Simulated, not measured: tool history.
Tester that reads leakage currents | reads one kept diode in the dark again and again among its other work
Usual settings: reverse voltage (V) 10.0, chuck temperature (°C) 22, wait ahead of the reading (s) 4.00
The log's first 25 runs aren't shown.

| run | day | reverse voltage (V) | chuck temperature (°C) | wait ahead of the reading (s) | hours of work since the probe card was cleaned | hours of work since the tester was calibrated | hours of work since the chuck was calibrated | current that the tester gives (pA) |
|---|---|---|---|---|---|---|---|---|
|  | 30.842 | chuck's temperature calibrated, once more |
| 26 | 32.483 | 2.2 | 47 | 0.75 | 2319 | 1044 | 18 | 342.37 |
| 27 | 33.821 | 5.0 | 46 | 1.70 | 2333 | 1058 | 32 | 453.98 |
| 28 | 35.238 | 10.0 | 39 | 4.00 | 2349 | 1074 | 48 | 360.43 |
| 29 | 36.979 | 10.0 | 39 | 4.00 | 2368 | 1093 | 66 | 360.17 |
| 30 | 38.588 | 10.0 | 39 | 4.00 | 2385 | 1110 | 84 | 360.40 |
| 31 | 39.425 | 1.4 | 27 | 0.40 | 2394 | 1119 | 93 | 61.29 |
| 32 | 40.842 | 15.5 | 28 | 1.33 | 2409 | 1134 | 108 | 187.47 |
| 33 | 42.167 | 15.5 | 28 | 1.33 | 2424 | 1149 | 123 | 186.99 |
| 34 | 43.762 | 15.5 | 28 | 1.33 | 2441 | 1166 | 140 | 187.43 |
| 35 | 44.658 | 8.0 | 25 | 5.24 | 2451 | 1176 | 149 | 108.63 |
| 36 | 46.204 | 10.0 | 22 | 2.84 | 2467 | 1192 | 166 | 94.78 |
| 37 | 47.708 | 10.0 | 52 | 6.03 | 2484 | 1209 | 182 | 926.65 |
| 38 | 49.183 | 10.0 | 52 | 6.03 | 2500 | 1225 | 198 | 926.10 |
| 39 | 50.092 | 4.1 | 30 | 0.48 | 2510 | 1234 | 208 | 122.87 |

Forecast each of these 4 alternatives for the next run:
| A | 50.867 | 4.1 | 35 | 3.04 | 2518 | 1243 | 217 | ? |
| B | 50.867 | 15.1 | 22 | 4.00 | 2518 | 1243 | 217 | ? |
| C | 50.867 | 1.3 | 24 | 0.48 | 2518 | 1243 | 217 | ? |
| D | 50.867 | 3.2 | 30 | 0.31 | 2518 | 1243 | 217 | ? |

| run | current that the tester gives (pA) |
|---|---|
| A | 178.24 |
| B | 114.24 |
| C | 45.89 |
| D | 110.54 |
Without the tool's hidden state the same runs would have given:
| run | current that the tester gives (pA) |
|---|---|
| A | 179.37 |
| B | 109.18 |
| C | 46.13 |
| D | 110.95 |

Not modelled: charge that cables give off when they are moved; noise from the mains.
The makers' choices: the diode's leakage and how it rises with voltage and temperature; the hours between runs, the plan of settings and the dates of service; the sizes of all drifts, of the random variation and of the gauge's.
